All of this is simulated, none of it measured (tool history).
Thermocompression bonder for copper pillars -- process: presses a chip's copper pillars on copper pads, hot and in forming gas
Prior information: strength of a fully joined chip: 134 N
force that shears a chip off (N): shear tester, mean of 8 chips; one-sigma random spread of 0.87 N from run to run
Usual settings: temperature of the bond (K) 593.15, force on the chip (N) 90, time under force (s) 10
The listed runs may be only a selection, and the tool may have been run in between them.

run    day  temperature of the bond (K)  force on the chip (N)  time under force (s)  force that shears a chip off (N)
  1      0                       593.15                     90                    10                                67
  2  0.562                       593.15                     90                    10                              66.8
  3  1.342                       593.15                     90                    10                              65.2
  4  2.271                       593.15                     85                    10                              62.4
  5  3.558                       593.15                     85                    10                              62.2
  6  4.392                       593.15                     85                    10                              60.7
     4.529  -- force cell calibrated
  7  5.396                       622.15                    119                     7                              96.3
  8  6.233                       564.15                     80                     5                              27.3
  9  6.867                       564.15                     80                     5                              26.8
 10    7.5                       564.15                     62                     5                              18.9
 11  8.742                       593.15                    110                    10                              76.9

Alternative continuations, all from the tool just after run 11; predict every row:
  A  9.438                       588.15                     70                     8                                 ?
  B  9.438                       584.15                     57                    10                                 ?
  C  9.438                       571.15                     66                     6                                 ?

run  force that shears a chip off (N)
  A                              42.4
  B                              34.3
  C                              27.1
Take away the tool's hidden state, keep each run's random variation, and the runs would have read:
run  force that shears a chip off (N)
  A                              47.6
  B                              38.8
  C                              30.8

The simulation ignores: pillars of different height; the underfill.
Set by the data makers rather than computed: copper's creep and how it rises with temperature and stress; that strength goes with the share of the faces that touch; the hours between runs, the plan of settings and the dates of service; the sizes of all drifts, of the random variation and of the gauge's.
